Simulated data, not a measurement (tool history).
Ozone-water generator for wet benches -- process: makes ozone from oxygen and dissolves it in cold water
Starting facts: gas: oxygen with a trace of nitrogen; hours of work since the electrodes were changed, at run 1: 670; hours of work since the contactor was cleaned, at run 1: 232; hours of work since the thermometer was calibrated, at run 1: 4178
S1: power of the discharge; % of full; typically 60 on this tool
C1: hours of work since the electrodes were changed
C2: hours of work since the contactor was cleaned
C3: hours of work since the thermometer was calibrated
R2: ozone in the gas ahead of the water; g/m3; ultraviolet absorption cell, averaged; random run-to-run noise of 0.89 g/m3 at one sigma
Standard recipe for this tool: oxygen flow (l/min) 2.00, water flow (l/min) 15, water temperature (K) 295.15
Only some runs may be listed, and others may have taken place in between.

Run 1, hour 0.0: usual settings; C1 670; C2 232; C3 4178. Result: dissolved ozone (ppm) 11.1, R2 147.3 g/m3.
Run 2, hour 27.1: usual settings; C1 695; C2 257; C3 4203. Result: dissolved ozone (ppm) 11.1, R2 147.6 g/m3.
Run 3, hour 44.4: usual settings; C1 711; C2 273; C3 4219. Result: dissolved ozone (ppm) 10.9, R2 146.9 g/m3.
Run 4, hour 69.8: usual settings; C1 735; C2 296; C3 4243. Result: dissolved ozone (ppm) 11.2, R2 149.0 g/m3.
Run 5, hour 96.0: usual settings; C1 759; C2 321; C3 4267. Result: dissolved ozone (ppm) 11.3, R2 148.2 g/m3.
Run 6, hour 124.7: usual settings but S1 87 % of full, oxygen flow (l/min) 3.51, water flow (l/min) 11, water temperature (K) 289.15; C1 785; C2 347; C3 4294. Result: dissolved ozone (ppm) 18.6, R2 132.6 g/m3.
Run 7, hour 146.8: usual settings but water flow (l/min) 18, water temperature (K) 290.15; C1 806; C2 368; C3 4314. Result: dissolved ozone (ppm) 9.7, R2 147.6 g/m3.
Run 8, hour 175.3: usual settings but S1 96 % of full; C1 832; C2 394; C3 4340. Result: dissolved ozone (ppm) 15.3, R2 201.1 g/m3.
Run 9, hour 190.1: usual settings but S1 51 % of full, oxygen flow (l/min) 3.52, water temperature (K) 294.15; C1 846; C2 408; C3 4354. Result: dissolved ozone (ppm) 9.8, R2 93.7 g/m3.
Run 10, hour 219.3: usual settings but S1 94 % of full, oxygen flow (l/min) 1.82, water temperature (K) 297.15; C1 873; C2 435; C3 4381. Result: dissolved ozone (ppm) 14.3, R2 212.1 g/m3.

Alternative continuations, all from the tool just after run 10; predict every row:
Run A, hour 234.8: usual settings but S1 94 % of full, oxygen flow (l/min) 1.82, water flow (l/min) 14, water temperature (K) 292.15; C1 887; C2 449; C3 4395. Result: dissolved ozone (ppm) ?, R2 ?.
Run B, hour 234.8: usual settings but S1 46 % of full, oxygen flow (l/min) 1.82, water temperature (K) 300.15; C1 887; C2 449; C3 4395. Result: dissolved ozone (ppm) ?, R2 ?.
Run C, hour 234.8: usual settings but S1 94 % of full, oxygen flow (l/min) 1.82, water flow (l/min) 17, water temperature (K) 300.15; C1 887; C2 449; C3 4395. Result: dissolved ozone (ppm) ?, R2 ?.
Run D, hour 234.8: usual settings but S1 49 % of full, oxygen flow (l/min) 3.24, water flow (l/min) 10; C1 887; C2 449; C3 4395. Result: dissolved ozone (ppm) ?, R2 ?.

run  dissolved ozone (ppm)     R2
  A                   16.2  211.7
  B                    8.8  133.1
  C                   12.9  212.3
  D                   12.4   95.9
With no hidden state in the tool, these same runs would have given:
run  dissolved ozone (ppm)     R2
  A                   16.2  211.8
  B                    8.8  133.2
  C                   12.9  212.3
  D                   12.4   96.0
